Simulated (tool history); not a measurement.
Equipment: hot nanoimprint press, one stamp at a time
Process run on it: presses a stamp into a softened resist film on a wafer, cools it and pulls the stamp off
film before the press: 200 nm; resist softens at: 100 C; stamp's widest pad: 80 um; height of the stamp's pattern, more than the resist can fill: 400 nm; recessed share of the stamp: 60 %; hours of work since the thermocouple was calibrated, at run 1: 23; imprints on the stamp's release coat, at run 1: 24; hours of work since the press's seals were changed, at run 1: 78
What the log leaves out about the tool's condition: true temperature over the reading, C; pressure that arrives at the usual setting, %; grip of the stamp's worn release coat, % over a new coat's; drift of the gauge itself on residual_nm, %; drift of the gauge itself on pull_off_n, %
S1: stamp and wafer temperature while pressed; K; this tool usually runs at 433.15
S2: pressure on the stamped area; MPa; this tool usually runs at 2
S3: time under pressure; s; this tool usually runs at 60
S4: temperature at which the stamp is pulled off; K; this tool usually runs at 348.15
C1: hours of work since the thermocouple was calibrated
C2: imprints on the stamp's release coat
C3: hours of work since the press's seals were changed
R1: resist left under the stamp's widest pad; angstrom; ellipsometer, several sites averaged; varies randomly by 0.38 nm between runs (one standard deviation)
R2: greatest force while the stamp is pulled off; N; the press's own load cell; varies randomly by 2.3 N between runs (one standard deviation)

| run | hour | S1 | S2 | S3 | S4 | C1 | C2 | C3 | R1 | R2 |
|---|---|---|---|---|---|---|---|---|---|---|
| 1 | 0 | 433.15 | 2 | 60 | 348.15 | 23 | 24 | 78 | 1161 | 145 |
| 2 | 20.7 | 433.15 | 2 | 60 | 348.15 | 34 | 101 | 90 | 1161 | 140 |
| 3 | 36.7 | 433.15 | 2 | 60 | 348.15 | 43 | 161 | 99 | 1160 | 146 |
| 4 | 49.1 | 433.15 | 2 | 60 | 348.15 | 50 | 207 | 106 | 1157 | 150 |
| 5 | 74.1 | 433.15 | 2 | 60 | 348.15 | 64 | 299 | 120 | 1160 | 152 |
| 6 | 92.8 | 433.15 | 2 | 64 | 348.15 | 74 | 369 | 130 | 1141 | 154 |
| 7 | 108.8 | 439.15 | 2 | 60 | 348.15 | 83 | 428 | 139 | 873 | 158 |
| 8 | 132.6 | 433.15 | 2 | 60 | 348.15 | 96 | 517 | 152 | 1175 | 162 |
| 9 | 145.8 | 433.15 | 2 | 60 | 348.15 | 104 | 566 | 159 | 1164 | 166 |
| 10 | 158.2 | 433.15 | 2 | 60 | 348.15 | 111 | 612 | 166 | 1170 | 168 |
| 11 | 172.9 | 433.15 | 2.39 | 60 | 348.15 | 119 | 667 | 174 | 1081 | 163 |
| 12 | 196.7 | 433.15 | 2.39 | 60 | 348.15 | 132 | 755 | 188 | 1080 | 169 |
| 13 | 207.1 | 436.15 | 2 | 60 | 348.15 | 138 | 794 | 193 | 1017 | 172 |
| 14 | 218 | 436.15 | 2 | 60 | 348.15 | 144 | 834 | 200 | 1018 | 180 |
| 15 | 228.8 | 436.15 | 2 | 60 | 348.15 | 150 | 874 | 206 | 1014 | 171 |
| 16 | 252.5 | 436.15 | 2.67 | 53 | 335.15 | 163 | 962 | 219 | 927 | 225 |
|  | 267.1 | stamp cleaned and given a new release coat |
| 17 | 278.9 | 433.15 | 2 | 79 | 334.15 | 174 | 44 | 230 | 1086 | 182 |
| 18 | 291.3 | 433.15 | 2 | 79 | 334.15 | 181 | 90 | 237 | 1085 | 190 |
| 19 | 311.8 | 442.15 | 1.61 | 75 | 353.15 | 193 | 166 | 248 | 788 | 132 |
| 20 | 334.3 | 442.15 | 1.61 | 75 | 353.15 | 205 | 250 | 261 | 787 | 133 |
|  | 339.1 | plate thermocouple calibrated |
| 21 | 360.1 | 433.15 | 1.83 | 86 | 348.15 | 12 | 334 | 274 | 1102 | 152 |
| 22 | 379.9 | 433.15 | 1.83 | 86 | 348.15 | 23 | 408 | 285 | 1110 | 157 |
| 23 | 397.6 | 433.15 | 1.83 | 95 | 348.15 | 32 | 474 | 294 | 1074 | 161 |

What does the tool deliver on the next run?
| 24 | 419.4 | 432.15 | 2 | 60 | 347.15 | 45 | 555 | 306 | ? | ? |

R1: 1240 angstrom
R2: 167 N
With the hidden condition absent and the run-to-run variation left alone, this run would have shown R1 1205 angstrom, R2 144 N.
